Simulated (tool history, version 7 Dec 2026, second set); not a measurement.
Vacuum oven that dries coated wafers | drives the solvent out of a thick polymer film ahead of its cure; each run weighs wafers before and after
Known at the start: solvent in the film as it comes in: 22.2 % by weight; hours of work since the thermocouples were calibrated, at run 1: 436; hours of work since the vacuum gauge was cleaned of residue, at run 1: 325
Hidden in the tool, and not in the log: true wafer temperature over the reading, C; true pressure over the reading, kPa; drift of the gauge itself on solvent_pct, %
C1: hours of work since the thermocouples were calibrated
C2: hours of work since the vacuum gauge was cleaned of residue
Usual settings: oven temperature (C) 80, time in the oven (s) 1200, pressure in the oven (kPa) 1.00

run 1 hour=0.0 | oven_temperature_(C)=80 time_in_the_oven_(s)=1200 pressure_in_the_oven_(kPa)=1.00 | C1=436 C2=325 | solvent_left_in_the_film_(%)=1.88
run 2 hour=45.5 | oven_temperature_(C)=80 time_in_the_oven_(s)=1200 pressure_in_the_oven_(kPa)=1.00 | C1=455 C2=344 | solvent_left_in_the_film_(%)=1.84
run 3 hour=79.6 | oven_temperature_(C)=80 time_in_the_oven_(s)=1200 pressure_in_the_oven_(kPa)=1.00 | C1=469 C2=358 | solvent_left_in_the_film_(%)=1.85
run 4 hour=109.8 | oven_temperature_(C)=80 time_in_the_oven_(s)=1200 pressure_in_the_oven_(kPa)=1.00 | C1=481 C2=371 | solvent_left_in_the_film_(%)=1.84
run 5 hour=155.4 | oven_temperature_(C)=80 time_in_the_oven_(s)=1080 pressure_in_the_oven_(kPa)=1.00 | C1=500 C2=389 | solvent_left_in_the_film_(%)=2.20
run 6 hour=191.6 | oven_temperature_(C)=80 time_in_the_oven_(s)=1080 pressure_in_the_oven_(kPa)=1.00 | C1=515 C2=404 | solvent_left_in_the_film_(%)=2.21
run 7 hour=215.7 | oven_temperature_(C)=80 time_in_the_oven_(s)=1320 pressure_in_the_oven_(kPa)=1.00 | C1=525 C2=414 | solvent_left_in_the_film_(%)=1.54
run 8 hour=266.5 | oven_temperature_(C)=80 time_in_the_oven_(s)=1320 pressure_in_the_oven_(kPa)=1.00 | C1=545 C2=435 | solvent_left_in_the_film_(%)=1.54
run 9 hour=307.1 | oven_temperature_(C)=80 time_in_the_oven_(s)=1320 pressure_in_the_oven_(kPa)=1.00 | C1=562 C2=452 | solvent_left_in_the_film_(%)=1.52
run 10 hour=332.8 | oven_temperature_(C)=80 time_in_the_oven_(s)=1200 pressure_in_the_oven_(kPa)=0.77 | C1=573 C2=462 | solvent_left_in_the_film_(%)=1.68
run 11 hour=355.2 | oven_temperature_(C)=80 time_in_the_oven_(s)=1200 pressure_in_the_oven_(kPa)=0.77 | C1=582 C2=471 | solvent_left_in_the_film_(%)=1.67
run 12 hour=381.8 | oven_temperature_(C)=81 time_in_the_oven_(s)=1200 pressure_in_the_oven_(kPa)=1.00 | C1=593 C2=482 | solvent_left_in_the_film_(%)=1.64
run 13 hour=426.6 | oven_temperature_(C)=81 time_in_the_oven_(s)=1200 pressure_in_the_oven_(kPa)=1.00 | C1=611 C2=501 | solvent_left_in_the_film_(%)=1.65
run 14 hour=458.3 | oven_temperature_(C)=87 time_in_the_oven_(s)=1200 pressure_in_the_oven_(kPa)=1.00 | C1=624 C2=514 | solvent_left_in_the_film_(%)=0.94
run 15 hour=494.6 | oven_temperature_(C)=87 time_in_the_oven_(s)=1200 pressure_in_the_oven_(kPa)=1.00 | C1=639 C2=529 | solvent_left_in_the_film_(%)=0.91
run 16 hour=543.6 | oven_temperature_(C)=87 time_in_the_oven_(s)=1200 pressure_in_the_oven_(kPa)=1.00 | C1=659 C2=549 | solvent_left_in_the_film_(%)=0.92
run 17 hour=591.1 | oven_temperature_(C)=68 time_in_the_oven_(s)=1200 pressure_in_the_oven_(kPa)=0.68 | C1=679 C2=568 | solvent_left_in_the_film_(%)=4.32
run 18 hour=619.4 | oven_temperature_(C)=82 time_in_the_oven_(s)=1860 pressure_in_the_oven_(kPa)=1.00 | C1=690 C2=580 | solvent_left_in_the_film_(%)=0.77
run 19 hour=662.4 | oven_temperature_(C)=80 time_in_the_oven_(s)=1200 pressure_in_the_oven_(kPa)=2.67 | C1=708 C2=598 | solvent_left_in_the_film_(%)=2.74
run 20 hour=699.5 | oven_temperature_(C)=80 time_in_the_oven_(s)=1200 pressure_in_the_oven_(kPa)=1.01 | C1=723 C2=613 | solvent_left_in_the_film_(%)=1.79
run 21 hour=740.9 | oven_temperature_(C)=80 time_in_the_oven_(s)=1200 pressure_in_the_oven_(kPa)=1.01 | C1=740 C2=630 | solvent_left_in_the_film_(%)=1.79
run 22 hour=767.5 | oven_temperature_(C)=80 time_in_the_oven_(s)=1200 pressure_in_the_oven_(kPa)=1.01 | C1=751 C2=641 | solvent_left_in_the_film_(%)=1.74
run 23 hour=790.1 | oven_temperature_(C)=93 time_in_the_oven_(s)=1860 pressure_in_the_oven_(kPa)=0.57 | C1=761 C2=650 | solvent_left_in_the_film_(%)=0.24
run 24 hour=816.2 | oven_temperature_(C)=78 time_in_the_oven_(s)=1200 pressure_in_the_oven_(kPa)=1.00 | C1=771 C2=661 | solvent_left_in_the_film_(%)=2.09
run 25 hour=863.0 | oven_temperature_(C)=82 time_in_the_oven_(s)=1860 pressure_in_the_oven_(kPa)=0.52 | C1=790 C2=680 | solvent_left_in_the_film_(%)=0.49
run 26 hour=909.8 | oven_temperature_(C)=77 time_in_the_oven_(s)=1200 pressure_in_the_oven_(kPa)=1.00 | C1=810 C2=699 | solvent_left_in_the_film_(%)=2.28
run 27 hour=949.1 | oven_temperature_(C)=77 time_in_the_oven_(s)=1200 pressure_in_the_oven_(kPa)=1.00 | C1=826 C2=715 | solvent_left_in_the_film_(%)=2.25
run 28 hour=970.5 | oven_temperature_(C)=77 time_in_the_oven_(s)=1200 pressure_in_the_oven_(kPa)=1.00 | C1=835 C2=724 | solvent_left_in_the_film_(%)=2.27
run 29 hour=1003.6 | oven_temperature_(C)=77 time_in_the_oven_(s)=1200 pressure_in_the_oven_(kPa)=1.00 | C1=848 C2=738 | solvent_left_in_the_film_(%)=2.26
run 30 hour=1032.0 | oven_temperature_(C)=77 time_in_the_oven_(s)=1200 pressure_in_the_oven_(kPa)=1.09 | C1=860 C2=749 | solvent_left_in_the_film_(%)=2.33

Some steps in solvent left in the film (%) between neighbouring runs. How much of each would the tool show without its hidden state too (settings, what came in, random variation), and how much is left for the hidden state, with any gauge scatter that isn't in both results?
Run 16 -> 17: oven temperature (C) 87 -> 68, pressure in the oven (kPa) 1.00 -> 0.68. solvent left in the film (%) +3.40: hidden state -0.17, all else +3.57.
Run 17 -> 18: oven temperature (C) 68 -> 82, time in the oven (s) 1200 -> 1860, pressure in the oven (kPa) 0.68 -> 1.00. solvent left in the film (%) -3.55: hidden state +0.20, all else -3.75.
Run 18 -> 19: oven temperature (C) 82 -> 80, time in the oven (s) 1860 -> 1200, pressure in the oven (kPa) 1.00 -> 2.67. solvent left in the film (%) +1.97: hidden state -0.13, all else +2.10.
Run 23 -> 24: oven temperature (C) 93 -> 78, time in the oven (s) 1860 -> 1200, pressure in the oven (kPa) 0.57 -> 1.00. solvent left in the film (%) +1.85: hidden state -0.18, all else +2.03.
Run 25 -> 26: oven temperature (C) 82 -> 77, time in the oven (s) 1860 -> 1200, pressure in the oven (kPa) 0.52 -> 1.00. solvent left in the film (%) +1.79: hidden state -0.18, all else +1.97.
